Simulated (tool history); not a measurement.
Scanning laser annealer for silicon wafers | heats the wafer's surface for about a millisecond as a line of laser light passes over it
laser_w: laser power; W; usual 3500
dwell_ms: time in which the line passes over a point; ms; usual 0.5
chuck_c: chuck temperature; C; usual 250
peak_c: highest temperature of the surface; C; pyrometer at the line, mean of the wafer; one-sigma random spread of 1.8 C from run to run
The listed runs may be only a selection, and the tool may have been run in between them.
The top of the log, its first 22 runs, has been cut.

Run 23, hour 904.5: usual settings but dwell_ms 0.447 ms. Result: peak_c 893 C.
Run 24, hour 948.2: usual settings but dwell_ms 0.447 ms. Result: peak_c 890 C.
Run 25, hour 983.8: usual settings but dwell_ms 0.589 ms, chuck_c 270 C. Result: peak_c 1016 C.
Run 26, hour 1014.5: usual settings but dwell_ms 0.589 ms, chuck_c 270 C. Result: peak_c 1016 C.
Run 27, hour 1041.5: usual settings but laser_w 3309 W, dwell_ms 0.506 ms, chuck_c 262 C. Result: peak_c 909 C.
Run 28, hour 1075.1: usual settings but laser_w 3847 W, dwell_ms 0.506 ms, chuck_c 262 C. Result: peak_c 1010 C.
Run 29, hour 1110.3: usual settings but laser_w 3406 W, dwell_ms 0.603 ms. Result: peak_c 985 C.
Run 30, hour 1132.1: usual settings but laser_w 3406 W, dwell_ms 0.603 ms. Result: peak_c 983 C.
At hour 1158.1: window over the wafer cleaned.
Run 31, hour 1182: usual settings but laser_w 3367 W, dwell_ms 0.403 ms, chuck_c 286 C. Result: peak_c 885 C.
Run 32, hour 1219.6: usual settings but laser_w 3367 W, dwell_ms 0.403 ms, chuck_c 286 C. Result: peak_c 880 C.
Run 33, hour 1252.5: usual settings but laser_w 3367 W, dwell_ms 0.369 ms, chuck_c 272 C. Result: peak_c 835 C.
Run 34, hour 1303.1: usual settings but dwell_ms 0.355 ms, chuck_c 218 C. Result: peak_c 792 C.
Run 35, hour 1348.1: usual settings but dwell_ms 0.611 ms, chuck_c 239 C. Result: peak_c 1020 C.
Run 36, hour 1397.7: usual settings but dwell_ms 0.611 ms, chuck_c 277 C. Result: peak_c 1054 C.
Run 37, hour 1439.1: usual settings but laser_w 3810 W, dwell_ms 0.58 ms. Result: peak_c 1065 C.
Run 38, hour 1462.6: usual settings but laser_w 2996 W, chuck_c 261 C. Result: peak_c 858 C.
Run 39, hour 1508: usual settings but laser_w 2996 W, dwell_ms 0.538 ms, chuck_c 286 C. Result: peak_c 905 C.
Run 40, hour 1528.8: usual settings but laser_w 3052 W, dwell_ms 0.46 ms. Result: peak_c 828 C.
Run 41, hour 1575.3: usual settings but laser_w 3052 W, dwell_ms 0.46 ms. Result: peak_c 828 C.

Below are 3 alternative next runs, each starting from the tool's condition after run 41. Predict each:
Run A, hour 1607: usual settings but laser_w 3802 W, dwell_ms 0.36 ms, chuck_c 233 C. Result: peak_c ?.
Run B, hour 1607: usual settings but laser_w 3068 W, dwell_ms 0.469 ms. Result: peak_c ?.
Run C, hour 1607: usual settings but laser_w 3174 W. Result: peak_c ?.

run  peak_c
  A     852
  B     836
  C     877
Without the tool's hidden state the same runs would have given:
run  peak_c
  A     872
  B     855
  C     897

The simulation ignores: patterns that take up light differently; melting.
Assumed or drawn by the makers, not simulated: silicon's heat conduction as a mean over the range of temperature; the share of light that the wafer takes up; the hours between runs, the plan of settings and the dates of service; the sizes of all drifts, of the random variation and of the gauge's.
